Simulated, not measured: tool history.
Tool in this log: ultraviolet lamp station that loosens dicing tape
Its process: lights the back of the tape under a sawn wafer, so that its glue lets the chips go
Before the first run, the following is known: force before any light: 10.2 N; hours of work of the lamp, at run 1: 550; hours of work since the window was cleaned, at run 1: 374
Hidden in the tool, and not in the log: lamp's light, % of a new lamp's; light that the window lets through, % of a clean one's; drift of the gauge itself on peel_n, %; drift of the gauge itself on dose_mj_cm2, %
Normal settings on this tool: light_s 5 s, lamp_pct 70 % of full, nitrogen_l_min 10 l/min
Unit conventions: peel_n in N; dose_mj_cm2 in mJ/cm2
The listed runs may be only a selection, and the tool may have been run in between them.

run	hour	light_s	lamp_pct	nitrogen_l_min	hours of work of the lamp	hours of work since the window was cleaned	peel_n	dose_mj_cm2
1	0.0	5	70	10	550	374	0.722	213
2	21.5	7	70	10	563	386	0.335	297
3	35.1	7	70	10	571	394	0.362	295
4	52.8	7	70	10	581	405	0.360	294
# hour 54.7: window cleaned of glue's vapour
5	63.3	7	62	10	587	5	0.388	284
6	82.1	7	62	10	598	16	0.364	286
7	94.7	5	70	18	605	23	0.447	230
8	112.1	5	70	10	616	33	0.624	228
9	135.0	5	70	10	629	47	0.646	221
10	145.2	5	70	10	635	53	0.664	224
11	157.0	5	70	10	642	60	0.667	223
12	168.3	5	70	10	648	66	0.700	222
13	188.5	5	70	10	660	78	0.689	217
14	212.1	5	70	10	674	92	0.736	218
15	221.9	5	70	10	680	98	0.698	219
16	232.1	5	70	11	686	103	0.647	216
17	253.6	5	70	11	698	116	0.701	210
18	270.5	8	61	11	708	126	0.344	293
19	289.0	2	83	10	719	137	2.836	97
20	305.1	2	77	10	728	146	3.093	92
21	316.5	2	77	10	735	153	3.055	85
22	330.6	8	92	8	743	161	0.214	429
23	347.6	8	92	8	753	171	0.213	427
24	365.7	5	85	3	764	181	1.290	243
25	380.0	5	74	3	772	190	1.711	212
26	399.9	5	88	6	783	201	0.731	246
27	422.2	5	86	13	797	214	0.476	238
28	437.8	2	68	12	806	224	3.542	74
29	457.7	5	63	16	817	235	0.816	174
30	479.1	2	65	6	830	248	4.726	75
31	499.9	8	61	9	842	260	0.501	264
32	521.4	5	69	17	854	272	0.715	184
33	539.5	3	90	10	865	283	1.605	142
34	553.6	3	90	10	873	291	1.621	143

Alternative continuations, all from the tool just after run 34; predict every row:
A	571.7	6	70	10	884	302	?	?
B	571.7	9	66	3	884	302	?	?
C	571.7	3	70	11	884	302	?	?
D	571.7	5	70	3	884	302	?	?

run	peel_n	dose_mj_cm2
A	0.687	220
B	0.832	308
C	2.285	108
D	2.160	183
Without the tool's unlogged condition, the same runs would have read:
run	peel_n	dose_mj_cm2
A	0.255	360
B	0.291	509
C	0.956	179
D	0.876	300
